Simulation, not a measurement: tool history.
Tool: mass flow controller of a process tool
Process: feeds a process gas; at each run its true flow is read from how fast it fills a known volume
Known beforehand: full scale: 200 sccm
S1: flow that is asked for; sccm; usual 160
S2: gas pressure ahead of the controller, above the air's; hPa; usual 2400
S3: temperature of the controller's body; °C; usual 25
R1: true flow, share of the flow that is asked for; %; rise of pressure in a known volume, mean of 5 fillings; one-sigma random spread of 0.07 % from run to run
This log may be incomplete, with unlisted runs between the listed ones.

run 1 hour=0 | S1=160 S2=2400 S3=25 | R1=99.22
run 2 hour=80.5 | S1=160 S2=2400 S3=25 | R1=99.25
run 3 hour=150.6 | S1=160 S2=2400 S3=25 | R1=99.08
run 4 hour=235.1 | S1=127 S2=2400 S3=25 | R1=98.72
run 5 hour=305.2 | S1=127 S2=2400 S3=25 | R1=98.54
run 6 hour=367 | S1=46 S2=2400 S3=25 | R1=97.18
run 7 hour=406.3 | S1=46 S2=2400 S3=25 | R1=97.21
run 8 hour=461 | S1=46 S2=2400 S3=25 | R1=97.21
run 9 hour=501.2 | S1=160 S2=2400 S3=27 | R1=98.79
run 10 hour=542.7 | S1=23 S2=2400 S3=25 | R1=96.38
run 11 hour=614.2 | S1=166 S2=2400 S3=25 | R1=98.99
run 12 hour=698.6 | S1=166 S2=2400 S3=30 | R1=98.53
run 13 hour=786.8 | S1=166 S2=2400 S3=39 | R1=97.55
run 14 hour=838.1 | S1=166 S2=2400 S3=39 | R1=97.45
run 15 hour=921.4 | S1=160 S2=2400 S3=25 | R1=98.92
run 16 hour=991.3 | S1=160 S2=2400 S3=25 | R1=98.73
run 17 hour=1079.3 | S1=160 S2=2400 S3=25 | R1=98.78
run 18 hour=1141.3 | S1=160 S2=1430 S3=25 | R1=99.25
run 19 hour=1198.8 | S1=160 S2=2400 S3=25 | R1=98.85
run 20 hour=1269.9 | S1=160 S2=2400 S3=25 | R1=98.74
run 21 hour=1322.2 | S1=86 S2=2400 S3=25 | R1=97.57
run 22 hour=1375 | S1=160 S2=2400 S3=25 | R1=98.68
run 23 hour=1439 | S1=160 S2=2400 S3=25 | R1=98.63
run 24 hour=1491.1 | S1=160 S2=2400 S3=25 | R1=98.78
run 25 hour=1532.3 | S1=24 S2=1530 S3=34 | R1=95.28
run 26 hour=1614.7 | S1=24 S2=1780 S3=37 | R1=94.73
run 27 hour=1693.9 | S1=45 S2=2140 S3=25 | R1=96.65
run 28 hour=1767.6 | S1=45 S2=2140 S3=25 | R1=96.68
-- hour=1776.1 controller's zero set anew
run 29 hour=1835.5 | S1=176 S2=1750 S3=25 | R1=98.94
run 30 hour=1908 | S1=122 S2=2400 S3=32 | R1=96.94
run 31 hour=1985.5 | S1=178 S2=2410 S3=34 | R1=97.61
-- hour=2006.1 controller's zero set anew, once more
run 32 hour=2049.5 | S1=106 S2=1500 S3=24 | R1=98.54
run 33 hour=2099.6 | S1=106 S2=1500 S3=24 | R1=98.36
run 34 hour=2175.6 | S1=89 S2=2250 S3=35 | R1=96.74
run 35 hour=2247.2 | S1=89 S2=2250 S3=35 | R1=96.56
run 36 hour=2333.5 | S1=90 S2=2310 S3=22 | R1=97.97
run 37 hour=2408.3 | S1=29 S2=2600 S3=32 | R1=95.68
run 38 hour=2453.9 | S1=29 S2=2600 S3=32 | R1=95.67
run 39 hour=2530.9 | S1=41 S2=1720 S3=32 | R1=96.23
run 40 hour=2601.8 | S1=41 S2=1720 S3=32 | R1=96.35
run 41 hour=2646.4 | S1=160 S2=2160 S3=25 | R1=98.45
run 42 hour=2723.3 | S1=160 S2=1720 S3=25 | R1=98.59
run 43 hour=2802.3 | S1=100 S2=2160 S3=25 | R1=97.62
run 44 hour=2890.8 | S1=160 S2=1590 S3=24 | R1=98.74
run 45 hour=2946.5 | S1=160 S2=1920 S3=25 | R1=98.54
run 46 hour=3005.3 | S1=177 S2=2680 S3=25 | R1=98.38
run 47 hour=3077.6 | S1=46 S2=1510 S3=23 | R1=97.2

Results for each run, recomputed without the tool's hidden state and with each run's random variation untouched:
Hidden state present: flow at rest that the sensor doesn't see, % of full scale; true flow over the shown one, %; drift of the gauge itself on true_pct, %.
run=1 R1=99.32
run=2 R1=99.38
run=3 R1=99.24
run=4 R1=98.94
run=5 R1=98.79
run=6 R1=97.76
run=7 R1=97.8
run=8 R1=97.83
run=9 R1=99.07
run=10 R1=97.57
run=11 R1=99.31
run=12 R1=98.88
run=13 R1=97.93
run=14 R1=97.85
run=15 R1=99.35
run=16 R1=99.19
run=17 R1=99.27
run=18 R1=99.76
run=19 R1=99.38
run=20 R1=99.3
run=21 R1=98.31
run=22 R1=99.28
run=23 R1=99.25
run=24 R1=99.42
run=25 R1=97.03
run=26 R1=96.52
run=27 R1=97.87
run=28 R1=97.93
run=29 R1=99.76
run=30 R1=97.91
run=31 R1=98.48
run=32 R1=99.21
run=33 R1=99.04
run=34 R1=97.47
run=35 R1=97.31
run=36 R1=98.76
run=37 R1=96.68
run=38 R1=96.7
run=39 R1=97.22
run=40 R1=97.37
run=41 R1=99.32
run=42 R1=99.48
run=43 R1=98.59
run=44 R1=99.69
run=45 R1=99.51
run=46 R1=99.36
run=47 R1=98.42
